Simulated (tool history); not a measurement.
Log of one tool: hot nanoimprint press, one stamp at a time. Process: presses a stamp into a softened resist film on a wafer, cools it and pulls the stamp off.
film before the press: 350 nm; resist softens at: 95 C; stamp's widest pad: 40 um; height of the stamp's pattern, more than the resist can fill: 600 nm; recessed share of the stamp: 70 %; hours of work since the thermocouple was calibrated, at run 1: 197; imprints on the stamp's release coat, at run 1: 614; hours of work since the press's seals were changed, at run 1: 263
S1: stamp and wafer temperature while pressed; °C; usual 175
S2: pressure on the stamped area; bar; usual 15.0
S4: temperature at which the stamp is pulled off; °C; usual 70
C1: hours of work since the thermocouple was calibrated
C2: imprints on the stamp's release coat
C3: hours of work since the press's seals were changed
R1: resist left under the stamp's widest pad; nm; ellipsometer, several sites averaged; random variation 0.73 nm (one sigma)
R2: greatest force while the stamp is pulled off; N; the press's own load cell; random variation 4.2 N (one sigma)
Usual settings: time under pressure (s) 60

Run 1, hour 0.0: usual settings; C1 197; C2 614; C3 263. Result: R1 200.3 nm, R2 205 N.
Run 2, hour 67.3: usual settings; C1 249; C2 1001; C3 315. Result: R1 200.9 nm, R2 202 N.
Run 3, hour 137.1: usual settings but S2 20.3 bar; C1 303; C2 1403; C3 370. Result: R1 176.8 nm, R2 203 N.
At hour 193.9: stamp cleaned and given a new release coat.
Run 4, hour 193.9: usual settings but S2 20.3 bar; C1 343; C2 0; C3 409. Result: R1 176.9 nm, R2 201 N.
Run 5, hour 223.8: usual settings but time under pressure (s) 69; C1 366; C2 172; C3 433. Result: R1 193.3 nm, R2 198 N.
Run 6, hour 289.1: usual settings but time under pressure (s) 69; C1 417; C2 547; C3 483. Result: R1 193.5 nm, R2 204 N.
Run 7, hour 342.5: usual settings but time under pressure (s) 47; C1 459; C2 855; C3 525. Result: R1 217.7 nm, R2 199 N.
Run 8, hour 390.0: usual settings but S2 13.4 bar; C1 496; C2 1128; C3 562. Result: R1 210.9 nm, R2 203 N.
At hour 464.7: plate thermocouple calibrated.
Run 9, hour 464.7: usual settings but S2 13.4 bar; C1 0; C2 1541; C3 618. Result: R1 212.8 nm, R2 201 N.
At hour 495.1: stamp cleaned and given a new release coat.
Run 10, hour 535.9: usual settings but S2 13.4 bar; C1 51; C2 235; C3 669. Result: R1 211.9 nm, R2 209 N.
Run 11, hour 594.2: usual settings; C1 96; C2 570; C3 714. Result: R1 203.5 nm, R2 203 N.
Run 12, hour 662.8: usual settings; C1 150; C2 965; C3 768. Result: R1 202.1 nm, R2 200 N.
Run 13, hour 728.4: usual settings; C1 201; C2 1343; C3 819. Result: R1 203.9 nm, R2 199 N.
At hour 794.1: stamp cleaned and given a new release coat.
Run 14, hour 794.1: usual settings; C1 247; C2 0; C3 865. Result: R1 205.4 nm, R2 207 N.
Run 15, hour 865.4: usual settings; C1 303; C2 410; C3 921. Result: R1 203.2 nm, R2 208 N.
Run 16, hour 931.6: usual settings; C1 354; C2 791; C3 972. Result: R1 203.4 nm, R2 202 N.
Run 17, hour 988.9: usual settings but time under pressure (s) 106, S4 67 °C; C1 399; C2 1121; C3 1017. Result: R1 168.6 nm, R2 218 N.
At hour 1043.7: press's hydraulic seals changed and the load cell set to zero.
Run 18, hour 1044.1: usual settings but time under pressure (s) 106, S4 67 °C; C1 436; C2 1393; C3 0. Result: R1 167.9 nm, R2 224 N.
At hour 1101.5: stamp cleaned and given a new release coat.
Run 19, hour 1113.6: usual settings but time under pressure (s) 106, S4 67 °C; C1 485; C2 70; C3 50. Result: R1 169.7 nm, R2 224 N.
Run 20, hour 1152.5: usual settings but S1 180 °C, S2 10.9 bar, time under pressure (s) 112, S4 60 °C; C1 516; C2 294; C3 80. Result: R1 170.2 nm, R2 257 N.
Run 21, hour 1189.2: usual settings but S1 177 °C, S2 19.0 bar, time under pressure (s) 117, S4 60 °C; C1 544; C2 505; C3 109. Result: R1 136.9 nm, R2 270 N.
At hour 1202.5: plate thermocouple calibrated.
Run 22, hour 1262.3: usual settings but S1 177 °C, S2 19.0 bar, time under pressure (s) 58, S4 77 °C; C1 47; C2 909; C3 163. Result: R1 177.9 nm, R2 157 N.
Run 23, hour 1308.9: usual settings but S1 166 °C, S2 19.0 bar, time under pressure (s) 58, S4 72 °C; C1 83; C2 1177; C3 200. Result: R1 230.1 nm, R2 192 N.
Run 24, hour 1369.1: usual settings but S1 166 °C, S2 19.0 bar, time under pressure (s) 58, S4 72 °C; C1 130; C2 1524; C3 247. Result: R1 231.4 nm, R2 194 N.
At hour 1406.0: stamp cleaned and given a new release coat.
Run 25, hour 1431.9: usual settings but S1 178 °C, S2 19.4 bar; C1 174; C2 149; C3 291. Result: R1 171.0 nm, R2 193 N.
Run 26, hour 1494.2: usual settings but S1 165 °C, time under pressure (s) 39; C1 223; C2 508; C3 339. Result: R1 279.2 nm, R2 203 N.
Run 27, hour 1556.9: usual settings but S1 173 °C, S4 65 °C; C1 271; C2 868; C3 388. Result: R1 215.7 nm, R2 231 N.
Run 28, hour 1613.4: usual settings but S1 173 °C, S4 65 °C; C1 316; C2 1194; C3 432. Result: R1 215.6 nm, R2 232 N.
Run 29, hour 1666.1: usual settings but S1 171 °C, time under pressure (s) 39; C1 357; C2 1497; C3 473. Result: R1 253.7 nm, R2 204 N.

How the hidden state differs across the entries between the runs, from the last listed run before each to the first after it:
Between runs 3 and 4: stamp cleaned and given a new release coat (hour 193.9)
  pressure that arrives at the usual setting, %: 99.94 -> 99.93; grip of the stamp's worn release coat, % over a new coat's: 0.7 -> 0; drift of the gauge itself on residual_nm, %: 0.23 -> 0.32
  measured less the result without the state, R1: +0.6 -> +0.7 nm
Between runs 8 and 9: plate thermocouple calibrated (hour 464.7)
  true temperature over the reading, C: -0.03 -> 0; pressure that arrives at the usual setting, %: 99.91 -> 99.9; grip of the stamp's worn release coat, % over a new coat's: 0.6 -> 0.8; drift of the gauge itself on residual_nm, %: 0.65 -> 0.78
  measured less the result without the state, R1: +1.6 -> +1.7 nm
Between runs 9 and 10: stamp cleaned and given a new release coat (hour 495.1)
  pressure that arrives at the usual setting, %: 99.9 -> 99.89; grip of the stamp's worn release coat, % over a new coat's: 0.8 -> 0.1; drift of the gauge itself on residual_nm, %: 0.78 -> 0.89
  measured less the result without the state, R1: +1.7 -> +2.0 nm
Between runs 13 and 14: stamp cleaned and given a new release coat (hour 794.1)
  pressure that arrives at the usual setting, %: 99.87 -> 99.86; grip of the stamp's worn release coat, % over a new coat's: 0.7 -> 0; drift of the gauge itself on residual_nm, %: 1.21 -> 1.32
  measured less the result without the state, R1: +2.6 -> +2.8 nm
Between runs 17 and 18: press's hydraulic seals changed and the load cell set to zero (hour 1043.7)
  pressure that arrives at the usual setting, %: 99.84 -> 100.01; grip of the stamp's worn release coat, % over a new coat's: 0.6 -> 0.7; drift of the gauge itself on residual_nm, %: 1.65 -> 1.73
  measured less the result without the state, R1: +3.0 -> +2.9 nm
Between runs 18 and 19: stamp cleaned and given a new release coat (hour 1101.5)
  true temperature over the reading, C: -0.02 -> -0.03; pressure that arrives at the usual setting, %: 100.01 -> 100; grip of the stamp's worn release coat, % over a new coat's: 0.7 -> 0; drift of the gauge itself on residual_nm, %: 1.73 -> 1.84
  measured less the result without the state, R1: +2.9 -> +3.2 nm
Between runs 21 and 22: plate thermocouple calibrated (hour 1202.5)
  true temperature over the reading, C: -0.03 -> -0.01; pressure that arrives at the usual setting, %: 99.99 -> 99.98; grip of the stamp's worn release coat, % over a new coat's: 0.3 -> 0.5; drift of the gauge itself on residual_nm, %: 1.96 -> 2.08
  measured less the result without the state, R1: +2.8 -> +3.7 nm
Between runs 24 and 25: stamp cleaned and given a new release coat (hour 1406.0)
  pressure that arrives at the usual setting, %: 99.97 -> 99.96; grip of the stamp's worn release coat, % over a new coat's: 0.8 -> 0.1; drift of the gauge itself on residual_nm, %: 2.27 -> 2.36
  measured less the result without the state, R1: +5.2 -> +4.0 nm
